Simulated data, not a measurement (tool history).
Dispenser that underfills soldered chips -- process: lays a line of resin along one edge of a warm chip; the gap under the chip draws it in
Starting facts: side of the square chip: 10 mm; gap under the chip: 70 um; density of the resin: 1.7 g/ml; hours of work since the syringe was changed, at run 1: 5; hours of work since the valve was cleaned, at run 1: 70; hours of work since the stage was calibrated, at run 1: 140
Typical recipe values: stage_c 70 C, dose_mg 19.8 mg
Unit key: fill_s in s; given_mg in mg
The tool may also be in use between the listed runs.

| run | day | stage_c | dose_mg | hours of work since the syringe was changed | hours of work since the valve was cleaned | hours of work since the stage was calibrated | fill_s | given_mg |
|---|---|---|---|---|---|---|---|---|
| 1 | 0 | 70 | 19.8 | 5 | 70 | 140 | 35.7 | 18.73 |
| 2 | 0.192 | 70 | 20.5 | 8 | 74 | 143 | 48.7 | 19.37 |
|  | 0.246 | dispensing valve cleaned and set on the balance |
|  | 0.271 | new syringe of resin |
| 3 | 0.438 | 70 | 20.5 | 3 | 3 | 147 | 30.7 | 20.42 |
| 4 | 0.625 | 70 | 20.5 | 6 | 7 | 150 | 40.6 | 20.36 |
| 5 | 0.729 | 70 | 20.5 | 8 | 8 | 152 | 49 | 20.26 |
|  | 0.771 | new syringe of resin |
| 6 | 0.9 | 70 | 21.7 | 2 | 11 | 155 | 29.6 | 21.62 |
| 7 | 1.079 | 70 | 23.5 | 6 | 14 | 158 | 37.7 | 23.26 |
| 8 | 1.242 | 57 | 19.8 | 8 | 17 | 161 | 79.3 | 19.28 |
|  | 1.283 | new syringe of resin |
| 9 | 1.433 | 79 | 19.8 | 3 | 21 | 164 | 22 | 19.44 |
| 10 | 1.55 | 70 | 19.8 | 5 | 23 | 166 | 35.7 | 19.29 |
| 11 | 1.712 | 70 | 19.8 | 8 | 26 | 169 | 46.3 | 19.59 |
|  | 1.796 | new syringe of resin |
| 12 | 1.9 | 70 | 19.8 | 2 | 29 | 172 | 27.4 | 19.57 |
| 13 | 2.083 | 70 | 20.6 | 5 | 32 | 175 | 36.6 | 20.12 |
| 14 | 2.208 | 77 | 20.6 | 7 | 34 | 178 | 34.5 | 19.96 |
|  | 2.308 | new syringe of resin |
| 15 | 2.392 | 77 | 20.6 | 1 | 37 | 181 | 21.1 | 20.07 |
| 16 | 2.538 | 70 | 17.5 | 4 | 40 | 183 | 35 | 17.02 |
| 17 | 2.617 | 70 | 17.5 | 6 | 41 | 185 | 38.9 | 17.13 |
| 18 | 2.712 | 70 | 17.5 | 7 | 43 | 186 | 46.1 | 17 |
|  | 2.812 | new syringe of resin |
| 19 | 2.9 | 70 | 17.5 | 2 | 46 | 189 | 27.5 | 16.85 |
| 20 | 3.004 | 76 | 20.5 | 3 | 48 | 191 | 25.3 | 19.76 |
| 21 | 3.121 | 64 | 22.4 | 5 | 50 | 193 | 45.7 | 21.6 |
|  | 3.317 | new syringe of resin |
| 22 | 3.317 | 58 | 20 | 0 | 53 | 197 | 37.1 | 19.21 |
| 23 | 3.508 | 58 | 20 | 3 | 57 | 200 | 49.3 | 19.24 |
| 24 | 3.621 | 61 | 17.1 | 5 | 59 | 202 | 52.5 | 16.44 |
| 25 | 3.75 | 63 | 17.9 | 8 | 61 | 204 | 60 | 17.11 |
|  | 3.829 | new syringe of resin |
| 26 | 3.958 | 63 | 17.9 | 2 | 64 | 208 | 38.7 | 17.18 |
| 27 | 4.096 | 83 | 17.1 | 5 | 67 | 210 | 23.6 | 16.26 |
| 28 | 4.246 | 74 | 22.9 | 7 | 69 | 213 | 39.6 | 21.48 |
|  | 4.333 | new syringe of resin |
| 29 | 4.362 | 72 | 23.6 | 1 | 71 | 215 | 21.9 | 22.16 |
| 30 | 4.471 | 69 | 18.1 | 2 | 73 | 217 | 30.8 | 17.08 |
|  | 4.554 | dispensing valve cleaned and set on the balance |
| 31 | 4.696 | 69 | 21.7 | 6 | 3 | 220 | 39.3 | 21.52 |
|  | 4.875 | new syringe of resin |
| 32 | 4.892 | 77 | 19.2 | 0 | 6 | 223 | 18.9 | 18.98 |
| 33 | 5.075 | 67 | 20.4 | 4 | 9 | 227 | 35.8 | 20.11 |
| 34 | 5.229 | 56 | 22.5 | 6 | 12 | 229 | 70.6 | 22.19 |
|  | 5.388 | new syringe of resin |
| 35 | 5.433 | 56 | 22.5 | 1 | 15 | 233 | 42.8 | 22.23 |
| 36 | 5.596 | 55 | 17 | 4 | 18 | 236 | 59.3 | 16.76 |
| 37 | 5.779 | 55 | 21.3 | 7 | 21 | 239 | 74.9 | 20.94 |

Table of differences, measured result less the result of that run with no hidden state. Run-to-run variation is the same in both. Gauge scatter possibly is not:
The hidden state here: resin's viscosity, % of fresh resin's; dose that the valve gives, % of what is set; true chip temperature over the reading, C; drift of the gauge itself on fill_s, %; drift of the gauge itself on given_mg, %.
| run | fill_s | given_mg |
|---|---|---|
| 1 | +12.8 | -1.05 |
| 2 | +25.4 | -1.13 |
| 3 | +7.5 | -0.03 |
| 4 | +17.8 | -0.08 |
| 5 | +25.5 | -0.11 |
| 6 | +5.7 | -0.17 |
| 7 | +14.8 | -0.23 |
| 8 | +42.1 | -0.24 |
| 9 | +4.9 | -0.29 |
| 10 | +12.7 | -0.32 |
| 11 | +23.2 | -0.37 |
| 12 | +4.2 | -0.41 |
| 13 | +13.4 | -0.47 |
| 14 | +16.6 | -0.52 |
| 15 | +3.1 | -0.57 |
| 16 | +11.3 | -0.51 |
| 17 | +15.8 | -0.54 |
| 18 | +22.5 | -0.56 |
| 19 | +3.7 | -0.59 |
| 20 | +6.6 | -0.72 |
| 21 | +17.6 | -0.82 |
| 22 | +0.4 | -0.79 |
| 23 | +13.3 | -0.84 |
| 24 | +20.5 | -0.74 |
| 25 | +30 | -0.82 |
| 26 | +7.9 | -0.86 |
| 27 | +8.6 | -0.86 |
| 28 | +19.2 | -1.19 |
| 29 | +1.2 | -1.25 |
| 30 | +6.5 | -0.99 |
| 31 | +15.9 | -0.1 |
| 32 | +1 | -0.13 |
| 33 | +10.5 | -0.2 |
| 34 | +31.2 | -0.27 |
| 35 | +3.9 | -0.32 |
| 36 | +17.6 | -0.28 |
| 37 | +35.4 | -0.4 |
